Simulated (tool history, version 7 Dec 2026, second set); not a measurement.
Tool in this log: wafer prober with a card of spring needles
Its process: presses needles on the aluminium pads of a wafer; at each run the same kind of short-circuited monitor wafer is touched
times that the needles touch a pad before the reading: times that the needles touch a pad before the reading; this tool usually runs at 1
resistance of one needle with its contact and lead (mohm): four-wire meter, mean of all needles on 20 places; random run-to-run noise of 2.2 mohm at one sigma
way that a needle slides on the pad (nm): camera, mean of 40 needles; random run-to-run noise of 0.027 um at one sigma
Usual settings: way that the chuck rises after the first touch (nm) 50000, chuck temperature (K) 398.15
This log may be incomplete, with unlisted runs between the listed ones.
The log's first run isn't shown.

run	hour	way that the chuck rises after the first touch (nm)	chuck temperature (K)	times that the needles touch a pad before the reading	resistance of one needle with its contact and lead (mohm)	way that a needle slides on the pad (nm)
# hour 6.5: tips cleaned on abrasive film
2	19.0	50000	398.15	1	557	11720
# hour 20.9: tips cleaned on abrasive film
# hour 36.9: tips cleaned on abrasive film
3	40.2	50000	398.15	1	385	11670
4	49.7	50000	398.15	1	570	11630
# hour 51.7: tips cleaned on abrasive film
5	63.5	50000	398.15	1	565	11630
# hour 66.5: tips cleaned on abrasive film
# hour 81.6: tips cleaned on abrasive film
6	86.4	50000	398.15	1	426	11570
# hour 96.6: tips cleaned on abrasive film
7	108.7	50000	398.15	1	575	11560
# hour 111.0: tips cleaned on abrasive film
# hour 125.1: tips cleaned on abrasive film
8	127.9	49000	398.15	1	389	11320
# hour 139.4: tips cleaned on abrasive film
9	151.4	50000	315.15	1	612	11580
# hour 153.7: tips cleaned on abrasive film
# hour 168.7: tips cleaned on abrasive film
10	171.1	50000	315.15	1	353	11520
# hour 183.7: tips cleaned on abrasive film
11	186.7	50000	315.15	1	376	11490
# hour 197.9: tips cleaned on abrasive film
12	201.1	50000	312.15	1	380	11400
# hour 212.3: tips cleaned on abrasive film
13	218.1	50000	298.15	1	462	11480
# hour 226.4: tips cleaned on abrasive film
14	236.5	50000	398.15	2	441	11430
# hour 240.4: tips cleaned on abrasive film
# hour 255.0: tips cleaned on abrasive film
15	257.7	50000	398.15	1	399	11410
# hour 269.5: tips cleaned on abrasive film
16	269.5	50000	398.15	1	288	11430

Predict the results of run 17:
# hour 285.3: tips cleaned on abrasive film
17	286.6	50000	398.15	1	?	?

resistance of one needle with its contact and lead (mohm): 331
way that a needle slides on the pad (nm): 11360
Minus the tool's unlogged condition, the same run would have read resistance of one needle with its contact and lead (mohm) 248, way that a needle slides on the pad (nm) 11750.
